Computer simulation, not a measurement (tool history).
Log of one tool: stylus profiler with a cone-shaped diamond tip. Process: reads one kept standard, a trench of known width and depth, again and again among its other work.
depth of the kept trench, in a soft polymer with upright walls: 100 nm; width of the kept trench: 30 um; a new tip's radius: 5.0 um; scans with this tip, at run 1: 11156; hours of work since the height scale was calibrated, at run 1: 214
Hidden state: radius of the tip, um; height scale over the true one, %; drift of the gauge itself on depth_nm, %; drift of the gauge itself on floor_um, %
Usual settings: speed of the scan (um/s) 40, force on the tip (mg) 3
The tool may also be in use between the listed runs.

run	hour	speed of the scan (um/s)	force on the tip (mg)	scans with this tip	hours of work since the height scale was calibrated	depth of the trench (nm)	width of the trench's floor (um)
1	0	40	3	11156	214	100.97	27.9
2	54.2	40	3	11385	236	100.98	27.85
3	174.9	40	3	11894	285	101.02	27.89
4	256.6	22	3	12239	318	100.98	27.96
5	337.9	22	3	12582	352	100.96	27.93
6	421.9	22	3	12937	386	100.99	27.91
7	510.7	22	3	13312	422	100.99	27.92
8	623.3	22	3	13787	468	101	27.92
9	712.7	64	3	14165	504	100.99	27.84
10	839	12	3	14698	556	101.03	27.99
11	919.2	12	3	15037	588	101.04	27.98
12	1039.5	12	3	15545	637	101.02	27.9
13	1123.8	40	2.24	15900	672	100.82	27.86
14	1250	69	3	16433	723	100.99	27.8
# hour 1269.4: new tip fitted, height scale calibrated
15	1344.6	69	2.1	317	31	100.8	27.81
16	1464.7	69	2.1	824	80	100.83	27.84
17	1536	40	3	1125	109	101.03	27.95
18	1595.6	31	8.84	1376	133	102.06	28.01
19	1659.6	57	4.52	1647	159	101.32	27.91
20	1775.3	45	1.23	2135	206	100.57	27.83
21	1851	39	1.39	2455	237	100.63	27.91
22	1957	72	2.99	2902	280	100.96	27.81
23	2078.9	89	2.38	3417	330	100.81	27.8
24	2133.6	89	2.38	3648	352	100.89	27.78
25	2265.5	102	2.8	4205	406	100.97	27.71
26	2399	102	2.8	4768	460	100.98	27.74
27	2511.3	15	2.15	5242	506	100.83	27.99
28	2606.5	15	2.15	5644	545	100.78	28
29	2682.7	52	1.03	5966	576	100.5	27.76
30	2789.2	29	1.07	6415	619	100.53	27.87
31	2922.8	56	4.76	6979	674	101.31	27.9
32	3036.5	55	3.25	7459	720	101.04	27.86
33	3131.5	55	3.25	7861	759	101.06	27.88

5 ways to go on from here, each from the tool as it stands after run 33. What would each give?
A	3256.9	59	3.86	8390	810	?	?
B	3256.9	40	3	8390	810	?	?
C	3256.9	55	1.89	8390	810	?	?
D	3256.9	17	1.56	8390	810	?	?
E	3256.9	36	6	8390	810	?	?

run	depth of the trench (nm)	width of the trench's floor (um)
A	101.23	27.87
B	100.98	27.86
C	100.7	27.8
D	100.66	27.94
E	101.61	27.93
Without the tool's hidden state the same runs would have given:
run	depth of the trench (nm)	width of the trench's floor (um)
A	101.23	27.89
B	100.98	27.88
C	100.7	27.82
D	100.67	27.96
E	101.61	27.95
